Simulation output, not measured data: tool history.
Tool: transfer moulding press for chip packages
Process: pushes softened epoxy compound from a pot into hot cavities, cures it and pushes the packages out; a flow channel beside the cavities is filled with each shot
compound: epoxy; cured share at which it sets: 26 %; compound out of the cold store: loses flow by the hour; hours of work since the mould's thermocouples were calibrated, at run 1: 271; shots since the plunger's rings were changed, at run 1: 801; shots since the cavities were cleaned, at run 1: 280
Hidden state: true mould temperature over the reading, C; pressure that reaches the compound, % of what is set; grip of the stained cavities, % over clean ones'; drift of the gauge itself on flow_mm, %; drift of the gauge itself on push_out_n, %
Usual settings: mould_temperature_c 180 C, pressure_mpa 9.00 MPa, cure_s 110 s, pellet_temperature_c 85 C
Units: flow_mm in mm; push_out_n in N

run	hour	mould_temperature_c	pressure_mpa	cure_s	pellet_temperature_c	hours of work since the mould's thermocouples were calibrated	shots since the plunger's rings were changed	shots since the cavities were cleaned	incoming compound's hours out of the cold store	flow_mm	push_out_n
1	0.0	180	9.00	110	85	271	801	280	35.4	625	281
2	56.3	183	9.00	110	85	303	1376	855	43.5	600	321
# hour 80.3: cavities cleaned with cleaning compound and waxed
3	106.1	183	9.00	110	85	329	1868	263	33.2	621	275
4	163.6	180	9.00	102	85	361	2454	849	15.0	659	363
# hour 185.7: cavities cleaned with cleaning compound and waxed
5	226.3	186	9.00	110	85	395	3078	414	34.4	602	293
6	277.1	180	9.00	110	85	423	3596	932	14.0	651	350
# hour 291.9: cavities cleaned with cleaning compound and waxed
7	311.8	180	9.00	117	85	442	3935	203	9.4	658	264
8	345.6	180	9.00	117	85	461	4279	547	24.0	624	317
9	375.3	180	9.00	117	85	477	4582	850	18.2	633	346
# hour 396.5: cavities cleaned with cleaning compound and waxed
# hour 424.8: plunger's sealing rings changed
10	432.6	180	9.00	117	85	507	80	342	41.0	621	286
11	469.4	180	9.00	117	85	527	455	717	12.2	684	323
12	498.0	180	9.00	117	85	543	747	1009	35.0	629	339
# hour 504.6: cavities cleaned with cleaning compound and waxed
13	560.2	180	9.00	117	85	577	1365	566	40.9	615	326
14	603.9	180	8.06	96	85	601	1811	1012	33.3	594	397
# hour 610.0: cavities cleaned with cleaning compound and waxed
15	647.4	180	8.06	96	85	624	2239	381	35.2	583	323
16	699.1	180	9.00	134	92	653	2767	909	15.9	663	336
# hour 714.8: cavities cleaned with cleaning compound and waxed
17	728.2	180	9.00	134	92	668	3048	136	12.8	660	250
18	753.6	186	10.82	121	88	682	3307	395	38.5	644	285
19	791.2	176	10.47	93	82	703	3691	779	40.0	651	474

5 ways to go on from here, each from the tool as it stands after run 19. What would each give?
# hour 818.8: cavities cleaned with cleaning compound and waxed
# hour 836.7: mould's thermocouples calibrated
A	839.6	180	9.00	148	78	2	4148	191	24.6	?	?
# hour 818.8: cavities cleaned with cleaning compound and waxed
# hour 836.7: mould's thermocouples calibrated
B	839.6	179	7.11	95	85	2	4148	191	36.0	?	?
# hour 818.8: cavities cleaned with cleaning compound and waxed
# hour 836.7: mould's thermocouples calibrated
C	839.6	176	10.06	136	82	2	4148	191	44.2	?	?
# hour 818.8: cavities cleaned with cleaning compound and waxed
# hour 836.7: mould's thermocouples calibrated
D	839.6	176	10.47	93	88	2	4148	191	32.9	?	?
# hour 818.8: cavities cleaned with cleaning compound and waxed
# hour 836.7: mould's thermocouples calibrated
E	839.6	180	10.48	140	85	2	4148	191	17.6	?	?

run	flow_mm	push_out_n
A	631	245
B	540	324
C	631	269
D	673	401
E	692	255
Without the tool's hidden state the same runs would have given:
run	flow_mm	push_out_n
A	666	205
B	570	273
C	666	227
D	710	340
E	731	214
